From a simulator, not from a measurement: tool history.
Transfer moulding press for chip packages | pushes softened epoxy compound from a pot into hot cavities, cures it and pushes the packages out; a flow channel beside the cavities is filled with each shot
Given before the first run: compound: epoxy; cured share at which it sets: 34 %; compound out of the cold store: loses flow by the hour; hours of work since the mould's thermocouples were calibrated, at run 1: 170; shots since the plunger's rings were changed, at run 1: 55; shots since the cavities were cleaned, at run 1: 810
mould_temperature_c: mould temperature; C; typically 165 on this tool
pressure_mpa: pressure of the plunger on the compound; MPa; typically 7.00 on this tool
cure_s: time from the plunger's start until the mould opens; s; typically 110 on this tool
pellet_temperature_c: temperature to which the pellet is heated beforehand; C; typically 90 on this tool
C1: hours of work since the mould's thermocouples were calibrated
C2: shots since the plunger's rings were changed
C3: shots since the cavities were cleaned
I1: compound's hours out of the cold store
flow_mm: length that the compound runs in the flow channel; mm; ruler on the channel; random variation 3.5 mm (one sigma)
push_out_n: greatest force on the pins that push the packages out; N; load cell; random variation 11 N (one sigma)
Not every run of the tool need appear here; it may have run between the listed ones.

{"run": 1, "hour": 0.0, "mould_temperature_c": 165, "pressure_mpa": 7.0, "cure_s": 110, "pellet_temperature_c": 90, "C1": 170, "C2": 55, "C3": 810, "I1": 36.1, "flow_mm": 720, "push_out_n": 498}
{"hour": 18.4, "done": "cavities cleaned with cleaning compound and waxed"}
{"run": 2, "hour": 39.6, "mould_temperature_c": 165, "pressure_mpa": 7.0, "cure_s": 110, "pellet_temperature_c": 90, "C1": 198, "C2": 518, "C3": 258, "I1": 42.1, "flow_mm": 704, "push_out_n": 467}
{"run": 3, "hour": 72.2, "mould_temperature_c": 165, "pressure_mpa": 7.0, "cure_s": 110, "pellet_temperature_c": 90, "C1": 222, "C2": 914, "C3": 654, "I1": 16.2, "flow_mm": 783, "push_out_n": 500}
{"run": 4, "hour": 94.0, "mould_temperature_c": 165, "pressure_mpa": 7.0, "cure_s": 110, "pellet_temperature_c": 90, "C1": 238, "C2": 1179, "C3": 919, "I1": 32.7, "flow_mm": 731, "push_out_n": 498}
{"hour": 103.7, "done": "cavities cleaned with cleaning compound and waxed"}
{"run": 5, "hour": 126.1, "mould_temperature_c": 165, "pressure_mpa": 7.0, "cure_s": 110, "pellet_temperature_c": 90, "C1": 260, "C2": 1552, "C3": 272, "I1": 13.8, "flow_mm": 797, "push_out_n": 489}
{"run": 6, "hour": 147.1, "mould_temperature_c": 165, "pressure_mpa": 7.0, "cure_s": 110, "pellet_temperature_c": 90, "C1": 275, "C2": 1807, "C3": 527, "I1": 9.2, "flow_mm": 804, "push_out_n": 515}
{"run": 7, "hour": 181.1, "mould_temperature_c": 165, "pressure_mpa": 5.57, "cure_s": 110, "pellet_temperature_c": 90, "C1": 300, "C2": 2221, "C3": 941, "I1": 15.9, "flow_mm": 704, "push_out_n": 483}
{"hour": 189.3, "done": "cavities cleaned with cleaning compound and waxed"}
{"run": 8, "hour": 211.9, "mould_temperature_c": 165, "pressure_mpa": 7.0, "cure_s": 92, "pellet_temperature_c": 90, "C1": 322, "C2": 2576, "C3": 275, "I1": 9.2, "flow_mm": 810, "push_out_n": 618}
{"hour": 218.8, "done": "mould's thermocouples calibrated"}
{"run": 9, "hour": 245.5, "mould_temperature_c": 165, "pressure_mpa": 7.0, "cure_s": 132, "pellet_temperature_c": 90, "C1": 20, "C2": 2961, "C3": 660, "I1": 30.0, "flow_mm": 744, "push_out_n": 456}
{"hour": 277.4, "done": "cavities cleaned with cleaning compound and waxed"}
{"run": 10, "hour": 287.3, "mould_temperature_c": 165, "pressure_mpa": 7.0, "cure_s": 132, "pellet_temperature_c": 90, "C1": 49, "C2": 3450, "C3": 120, "I1": 22.7, "flow_mm": 754, "push_out_n": 464}
{"run": 11, "hour": 316.2, "mould_temperature_c": 165, "pressure_mpa": 7.0, "cure_s": 110, "pellet_temperature_c": 90, "C1": 70, "C2": 3802, "C3": 472, "I1": 40.6, "flow_mm": 702, "push_out_n": 488}
{"run": 12, "hour": 358.1, "mould_temperature_c": 165, "pressure_mpa": 7.0, "cure_s": 110, "pellet_temperature_c": 94, "C1": 101, "C2": 4310, "C3": 980, "I1": 47.8, "flow_mm": 686, "push_out_n": 484}
{"hour": 362.9, "done": "cavities cleaned with cleaning compound and waxed"}
{"hour": 375.2, "done": "plunger's sealing rings changed"}
{"run": 13, "hour": 383.8, "mould_temperature_c": 171, "pressure_mpa": 7.0, "cure_s": 110, "pellet_temperature_c": 90, "C1": 117, "C2": 105, "C3": 223, "I1": 44.0, "flow_mm": 676, "push_out_n": 474}
{"run": 14, "hour": 405.1, "mould_temperature_c": 170, "pressure_mpa": 7.0, "cure_s": 110, "pellet_temperature_c": 90, "C1": 132, "C2": 364, "C3": 482, "I1": 32.1, "flow_mm": 710, "push_out_n": 459}
{"run": 15, "hour": 422.7, "mould_temperature_c": 170, "pressure_mpa": 7.0, "cure_s": 110, "pellet_temperature_c": 90, "C1": 145, "C2": 578, "C3": 696, "I1": 42.5, "flow_mm": 677, "push_out_n": 459}
{"run": 16, "hour": 440.6, "mould_temperature_c": 165, "pressure_mpa": 5.77, "cure_s": 139, "pellet_temperature_c": 98, "C1": 158, "C2": 796, "C3": 914, "I1": 47.1, "flow_mm": 620, "push_out_n": 459}
{"hour": 450.9, "done": "cavities cleaned with cleaning compound and waxed"}
{"run": 17, "hour": 472.6, "mould_temperature_c": 165, "pressure_mpa": 7.0, "cure_s": 110, "pellet_temperature_c": 84, "C1": 181, "C2": 1166, "C3": 264, "I1": 24.0, "flow_mm": 763, "push_out_n": 492}
{"run": 18, "hour": 512.9, "mould_temperature_c": 172, "pressure_mpa": 6.79, "cure_s": 91, "pellet_temperature_c": 87, "C1": 210, "C2": 1655, "C3": 753, "I1": 31.9, "flow_mm": 691, "push_out_n": 478}
{"hour": 536.8, "done": "cavities cleaned with cleaning compound and waxed"}
{"run": 19, "hour": 540.5, "mould_temperature_c": 165, "pressure_mpa": 7.0, "cure_s": 110, "pellet_temperature_c": 85, "C1": 229, "C2": 1973, "C3": 45, "I1": 18.8, "flow_mm": 776, "push_out_n": 518}
{"run": 20, "hour": 560.5, "mould_temperature_c": 166, "pressure_mpa": 7.0, "cure_s": 110, "pellet_temperature_c": 96, "C1": 244, "C2": 2216, "C3": 288, "I1": 37.9, "flow_mm": 712, "push_out_n": 474}
{"run": 21, "hour": 599.4, "mould_temperature_c": 171, "pressure_mpa": 6.09, "cure_s": 93, "pellet_temperature_c": 90, "C1": 272, "C2": 2689, "C3": 761, "I1": 26.3, "flow_mm": 670, "push_out_n": 475}
{"run": 22, "hour": 618.0, "mould_temperature_c": 165, "pressure_mpa": 5.43, "cure_s": 110, "pellet_temperature_c": 86, "C1": 286, "C2": 2915, "C3": 987, "I1": 15.3, "flow_mm": 697, "push_out_n": 499}
{"hour": 622.5, "done": "cavities cleaned with cleaning compound and waxed"}
{"run": 23, "hour": 661.3, "mould_temperature_c": 165, "pressure_mpa": 6.65, "cure_s": 110, "pellet_temperature_c": 92, "C1": 316, "C2": 3423, "C3": 471, "I1": 15.0, "flow_mm": 767, "push_out_n": 496}
{"hour": 674.6, "done": "mould's thermocouples calibrated"}
{"run": 24, "hour": 688.4, "mould_temperature_c": 163, "pressure_mpa": 6.01, "cure_s": 142, "pellet_temperature_c": 88, "C1": 10, "C2": 3728, "C3": 776, "I1": 29.1, "flow_mm": 700, "push_out_n": 454}
{"hour": 711.6, "done": "cavities cleaned with cleaning compound and waxed"}
{"run": 25, "hour": 718.2, "mould_temperature_c": 160, "pressure_mpa": 7.0, "cure_s": 114, "pellet_temperature_c": 90, "C1": 31, "C2": 4073, "C3": 81, "I1": 9.5, "flow_mm": 848, "push_out_n": 613}
{"hour": 755.1, "done": "plunger's sealing rings changed"}
{"run": 26, "hour": 760.7, "mould_temperature_c": 160, "pressure_mpa": 7.0, "cure_s": 114, "pellet_temperature_c": 90, "C1": 60, "C2": 67, "C3": 566, "I1": 26.2, "flow_mm": 776, "push_out_n": 575}
{"run": 27, "hour": 779.8, "mould_temperature_c": 165, "pressure_mpa": 6.75, "cure_s": 142, "pellet_temperature_c": 98, "C1": 74, "C2": 300, "C3": 799, "I1": 43.0, "flow_mm": 683, "push_out_n": 469}
{"hour": 799.4, "done": "cavities cleaned with cleaning compound and waxed"}
{"run": 28, "hour": 822.3, "mould_temperature_c": 165, "pressure_mpa": 7.8, "cure_s": 142, "pellet_temperature_c": 83, "C1": 104, "C2": 798, "C3": 278, "I1": 19.8, "flow_mm": 820, "push_out_n": 451}

Consider 3 possible next runs. They are alternatives, not a sequence: every one starts from the tool as it was left by run 28. What does each give?
{"run": "A", "hour": 849.0, "mould_temperature_c": 165, "pressure_mpa": 5.75, "cure_s": 112, "pellet_temperature_c": 83, "C1": 124, "C2": 1123, "C3": 603, "I1": 10.6, "flow_mm": "?", "push_out_n": "?"}
{"run": "B", "hour": 849.0, "mould_temperature_c": 165, "pressure_mpa": 6.79, "cure_s": 120, "pellet_temperature_c": 82, "C1": 124, "C2": 1123, "C3": 603, "I1": 13.9, "flow_mm": "?", "push_out_n": "?"}
{"run": "C", "hour": 849.0, "mould_temperature_c": 167, "pressure_mpa": 5.3, "cure_s": 109, "pellet_temperature_c": 90, "C1": 124, "C2": 1123, "C3": 603, "I1": 25.6, "flow_mm": "?", "push_out_n": "?"}

run=A flow_mm=724 push_out_n=510
run=B flow_mm=787 push_out_n=478
run=C flow_mm=647 push_out_n=471
Without the tool's hidden state the same runs would have given:
run=A flow_mm=724 push_out_n=504
run=B flow_mm=787 push_out_n=472
run=C flow_mm=647 push_out_n=466
